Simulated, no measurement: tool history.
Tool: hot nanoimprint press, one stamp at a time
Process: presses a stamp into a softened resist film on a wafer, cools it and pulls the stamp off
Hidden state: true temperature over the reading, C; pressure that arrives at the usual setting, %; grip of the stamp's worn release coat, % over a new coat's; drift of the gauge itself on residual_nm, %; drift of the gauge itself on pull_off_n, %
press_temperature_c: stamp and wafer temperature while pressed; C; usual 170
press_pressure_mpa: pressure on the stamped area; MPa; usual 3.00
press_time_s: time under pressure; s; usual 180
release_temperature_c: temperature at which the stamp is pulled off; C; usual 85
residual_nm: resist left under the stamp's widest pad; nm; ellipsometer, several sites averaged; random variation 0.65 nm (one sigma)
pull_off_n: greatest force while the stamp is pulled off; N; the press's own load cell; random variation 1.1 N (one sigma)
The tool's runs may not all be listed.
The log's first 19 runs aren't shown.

run,hour,press_temperature_c,press_pressure_mpa,press_time_s,release_temperature_c,hours of work since the thermocouple was calibrated,imprints on the stamp's release coat,hours of work since the press's seals were changed,residual_nm,pull_off_n
20,669.6,173,2.75,243,84,80,616,228,90.3,125
21,690.1,172,3.00,149,85,96,739,244,111.8,124
22,727.9,180,3.00,180,70,126,966,274,64.4,157
# hour 746.9: stamp cleaned and given a new release coat
23,772.9,180,3.00,180,70,156,156,304,65.4,157
24,818.0,170,2.27,180,90,192,426,339,133.4,109
# hour 835.5: gauge calibrated
25,860.6,159,2.10,194,85,225,681,373,207.5,121
26,902.5,173,2.03,252,85,258,933,405,101.1,122
# hour 926.3: stamp cleaned and given a new release coat
27,937.7,173,2.03,252,85,281,69,428,101.8,124
# hour 968.3: plate thermocouple calibrated
28,985.8,173,2.03,252,85,14,339,463,101.0,123
29,1014.0,173,3.00,180,85,36,508,486,96.5,122
30,1035.9,173,3.00,180,85,53,639,503,95.9,122

Forecast each of these 3 alternatives for the next run:
A,1069.4,170,3.00,185,85,79,840,529,?,?
B,1069.4,171,3.00,317,85,79,840,529,?,?
C,1069.4,169,3.00,332,76,79,840,529,?,?

run,residual_nm,pull_off_n
A,113.9,124
B,87.1,122
C,96.6,142
Without the tool's hidden state the same runs would have given:
run,residual_nm,pull_off_n
A,112.9,123
B,86.4,121
C,95.8,141
